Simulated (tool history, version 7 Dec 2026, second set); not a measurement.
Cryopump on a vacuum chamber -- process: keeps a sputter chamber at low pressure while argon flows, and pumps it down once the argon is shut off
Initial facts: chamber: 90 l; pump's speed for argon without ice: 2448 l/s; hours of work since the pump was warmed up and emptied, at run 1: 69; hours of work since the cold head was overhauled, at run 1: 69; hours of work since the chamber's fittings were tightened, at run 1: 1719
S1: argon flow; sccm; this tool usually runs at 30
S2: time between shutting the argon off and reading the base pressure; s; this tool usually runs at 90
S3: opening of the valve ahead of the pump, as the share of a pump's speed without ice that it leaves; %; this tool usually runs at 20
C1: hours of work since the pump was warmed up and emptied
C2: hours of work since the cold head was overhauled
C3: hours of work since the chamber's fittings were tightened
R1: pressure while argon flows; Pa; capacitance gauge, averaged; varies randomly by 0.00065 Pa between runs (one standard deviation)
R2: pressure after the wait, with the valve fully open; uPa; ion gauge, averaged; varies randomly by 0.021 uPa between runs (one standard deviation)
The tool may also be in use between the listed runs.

| run | hour | S1 | S2 | S3 | C1 | C2 | C3 | R1 | R2 |
|---|---|---|---|---|---|---|---|---|---|
| 1 | 0.0 | 30 | 90 | 20 | 69 | 69 | 1719 | 0.1038 | 1.66 |
| 2 | 38.0 | 30 | 90 | 20 | 96 | 96 | 1745 | 0.1042 | 1.62 |
| 3 | 73.8 | 30 | 90 | 20 | 121 | 121 | 1771 | 0.1035 | 1.68 |
| 4 | 104.8 | 30 | 90 | 20 | 142 | 142 | 1792 | 0.1045 | 1.66 |
| 5 | 151.0 | 30 | 90 | 26 | 175 | 175 | 1825 | 0.0800 | 1.71 |
| 6 | 182.6 | 30 | 90 | 26 | 197 | 197 | 1847 | 0.0796 | 1.69 |
| 7 | 229.5 | 18 | 90 | 26 | 230 | 230 | 1880 | 0.0480 | 1.76 |
| 8 | 266.3 | 30 | 90 | 39 | 256 | 256 | 1905 | 0.0540 | 1.83 |
| 9 | 307.5 | 30 | 90 | 20 | 284 | 284 | 1934 | 0.1055 | 1.77 |
| 10 | 354.8 | 30 | 90 | 20 | 318 | 318 | 1967 | 0.1044 | 1.90 |
| 11 | 378.7 | 30 | 90 | 20 | 334 | 334 | 1984 | 0.1048 | 1.85 |
| 12 | 427.7 | 30 | 90 | 20 | 369 | 369 | 2018 | 0.1057 | 1.79 |
| 13 | 453.6 | 30 | 90 | 20 | 387 | 387 | 2037 | 0.1049 | 1.95 |
| 14 | 505.2 | 30 | 90 | 20 | 423 | 423 | 2073 | 0.1060 | 1.93 |
| 15 | 552.1 | 30 | 90 | 20 | 456 | 456 | 2106 | 0.1049 | 2.00 |
| 16 | 605.6 | 30 | 90 | 20 | 493 | 493 | 2143 | 0.1069 | 2.01 |
| 17 | 630.3 | 20 | 90 | 20 | 511 | 511 | 2160 | 0.0698 | 2.10 |
| 18 | 676.5 | 20 | 90 | 20 | 543 | 543 | 2193 | 0.0706 | 2.08 |

What will run 19 give?
| 19 | 704.4 | 60 | 131 | 20 | 563 | 563 | 2212 | ? | ? |

R1: 0.2117 Pa
R2: 2.03 uPa
If the tool had no hidden condition, the same run with the same run-to-run variation would have returned R1 0.2063 Pa, R2 0.33 uPa.

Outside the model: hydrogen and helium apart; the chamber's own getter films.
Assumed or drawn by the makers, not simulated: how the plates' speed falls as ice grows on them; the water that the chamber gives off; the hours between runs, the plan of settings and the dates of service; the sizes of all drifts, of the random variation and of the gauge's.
